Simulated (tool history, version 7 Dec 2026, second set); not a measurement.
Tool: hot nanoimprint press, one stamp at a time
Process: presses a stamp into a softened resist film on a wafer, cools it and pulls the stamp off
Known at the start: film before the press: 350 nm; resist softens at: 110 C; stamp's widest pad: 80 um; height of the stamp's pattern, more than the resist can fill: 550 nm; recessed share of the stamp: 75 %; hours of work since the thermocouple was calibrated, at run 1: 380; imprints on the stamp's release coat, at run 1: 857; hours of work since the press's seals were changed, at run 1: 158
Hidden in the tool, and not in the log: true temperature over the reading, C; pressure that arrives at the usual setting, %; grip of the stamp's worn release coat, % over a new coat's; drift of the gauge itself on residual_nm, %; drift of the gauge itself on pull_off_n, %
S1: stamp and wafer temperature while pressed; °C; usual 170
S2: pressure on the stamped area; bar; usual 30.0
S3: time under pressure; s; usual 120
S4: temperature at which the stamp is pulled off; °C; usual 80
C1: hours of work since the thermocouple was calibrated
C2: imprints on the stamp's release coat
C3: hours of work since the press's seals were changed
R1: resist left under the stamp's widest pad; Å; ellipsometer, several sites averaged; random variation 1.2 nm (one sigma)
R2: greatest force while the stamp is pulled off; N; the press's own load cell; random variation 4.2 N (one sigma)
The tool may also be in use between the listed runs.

run    hour   S1    S2   S3  S4   C1    C2   C3    R1   R2
  1     0.0  170  30.0  120  80  380   857  158  1872  226
       36.6  -- plate thermocouple calibrated
  2    50.8  170  30.0  120  80   11  1002  195  1925  237
  3   119.3  170  30.0  197  80   63  1210  247  1598  238
  4   154.9  170  30.0  197  80   90  1319  274  1625  239
  5   214.4  170  30.0  197  80  135  1500  319  1630  248
  6   259.2  170  30.0  197  80  169  1636  353  1640  245
      316.9  -- plate thermocouple calibrated, once more
  7   322.3  170  30.0  120  80    4  1819  399  1773  245
  8   357.9  170  30.0  120  80   31  1927  426  1805  244
  9   401.6  170  30.0   79  80   64  2060  459  2095  240
 10   471.2  170  30.0  120  80  117  2272  512  1806  255
      523.2  -- stamp cleaned and given a new release coat
 11   552.8  170  30.0  163  80  175    90  569  1635  213
 12   612.8  170  30.0  163  80  220   273  615  1668  212
      661.8  -- press's hydraulic seals changed and the load cell set to zero
 13   682.5  170  30.0  163  80  267   461   16  1662  221
 14   726.5  170  30.0  163  80  301   594   49  1652  233
 15   792.7  170  30.0  120  80  351   796   99  1876  231
 16   857.8  182  30.6  103  66  400   994  149  1098  301
      872.0  -- plate thermocouple calibrated
 17   909.1  182  30.6  103  66   28  1141  186  1014  303
 18   976.6  182  30.6  103  66   80  1347  237  1048  314
 19  1037.2  161  30.0  129  81  126  1531  283  2551  235
 20  1081.2  168  30.0  109  77  159  1665  316  2019  252
 21  1129.1  170  30.0   74  80  195  1810  353  2113  244
 22  1197.2  170  37.8  120  76  247  2018  405  1641  271
 23  1238.6  170  37.8  120  76  279  2144  436  1660  271
 24  1282.8  170  37.8  120  76  312  2278  470  1685  278
     1328.5  -- stamp cleaned and given a new release coat
 25  1363.7  170  37.8  120  76  369   107  527  1705  228
     1420.2  -- plate thermocouple calibrated
 26  1437.7  170  25.4  120  76   13   323  581  1940  233

Run 27 comes next. What will it give?
 27  1508.6  165  30.0  140  79  67  539  634   ?   ?

R1: 2166 Å
R2: 218 N
Without the tool's hidden state the same run would have given R1 2127 Å, R2 206 N.
